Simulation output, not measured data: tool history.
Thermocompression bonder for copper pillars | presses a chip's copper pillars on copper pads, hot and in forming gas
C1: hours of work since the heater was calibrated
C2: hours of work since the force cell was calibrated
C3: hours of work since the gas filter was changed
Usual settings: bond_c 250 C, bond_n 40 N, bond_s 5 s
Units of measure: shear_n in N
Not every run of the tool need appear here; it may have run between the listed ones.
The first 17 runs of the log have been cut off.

{"run": 18, "hour": 454.5, "bond_c": 246, "bond_n": 27, "bond_s": 4, "C1": 868, "C2": 839, "C3": 153, "shear_n": 41.3}
{"run": 19, "hour": 493.8, "bond_c": 241, "bond_n": 40, "bond_s": 6, "C1": 888, "C2": 859, "C3": 173, "shear_n": 62.8}
{"run": 20, "hour": 520.1, "bond_c": 226, "bond_n": 40, "bond_s": 4, "C1": 902, "C2": 872, "C3": 186, "shear_n": 42.1}
{"run": 21, "hour": 554.7, "bond_c": 230, "bond_n": 40, "bond_s": 6, "C1": 919, "C2": 890, "C3": 204, "shear_n": 52.9}
{"run": 22, "hour": 571.7, "bond_c": 279, "bond_n": 40, "bond_s": 5, "C1": 928, "C2": 899, "C3": 212, "shear_n": 88.7}
{"run": 23, "hour": 608.6, "bond_c": 240, "bond_n": 28, "bond_s": 5, "C1": 947, "C2": 917, "C3": 231, "shear_n": 42.4}
{"run": 24, "hour": 629.2, "bond_c": 259, "bond_n": 27, "bond_s": 3, "C1": 957, "C2": 928, "C3": 242, "shear_n": 46.5}
{"run": 25, "hour": 648.5, "bond_c": 259, "bond_n": 27, "bond_s": 3, "C1": 967, "C2": 938, "C3": 251, "shear_n": 46.2}
{"hour": 674.4, "done": "gauge calibrated"}
{"run": 26, "hour": 687.2, "bond_c": 259, "bond_n": 27, "bond_s": 3, "C1": 987, "C2": 957, "C3": 271, "shear_n": 47.8}
{"run": 27, "hour": 727.2, "bond_c": 259, "bond_n": 27, "bond_s": 3, "C1": 1007, "C2": 978, "C3": 292, "shear_n": 47.5}
{"run": 28, "hour": 766.7, "bond_c": 259, "bond_n": 27, "bond_s": 3, "C1": 1027, "C2": 998, "C3": 312, "shear_n": 47.7}
{"run": 29, "hour": 786.0, "bond_c": 259, "bond_n": 27, "bond_s": 3, "C1": 1037, "C2": 1008, "C3": 321, "shear_n": 47}
{"run": 30, "hour": 810.9, "bond_c": 259, "bond_n": 28, "bond_s": 3, "C1": 1050, "C2": 1020, "C3": 334, "shear_n": 48.2}
{"run": 31, "hour": 832.2, "bond_c": 259, "bond_n": 28, "bond_s": 3, "C1": 1061, "C2": 1031, "C3": 345, "shear_n": 49}

Predict each of these 4 candidate next runs independently; none follows another, all start after run 31:
{"run": "A", "hour": 865.2, "bond_c": 259, "bond_n": 24, "bond_s": 3, "C1": 1078, "C2": 1048, "C3": 362, "shear_n": "?"}
{"run": "B", "hour": 865.2, "bond_c": 245, "bond_n": 31, "bond_s": 6, "C1": 1078, "C2": 1048, "C3": 362, "shear_n": "?"}
{"run": "C", "hour": 865.2, "bond_c": 259, "bond_n": 28, "bond_s": 5, "C1": 1078, "C2": 1048, "C3": 362, "shear_n": "?"}
{"run": "D", "hour": 865.2, "bond_c": 254, "bond_n": 28, "bond_s": 6, "C1": 1078, "C2": 1048, "C3": 362, "shear_n": "?"}

run=A shear_n=42
run=B shear_n=55.2
run=C shear_n=58.1
run=D shear_n=57.5
With no hidden state in the tool, these same runs would have given:
run=A shear_n=42.3
run=B shear_n=55.6
run=C shear_n=58.5
run=D shear_n=57.9
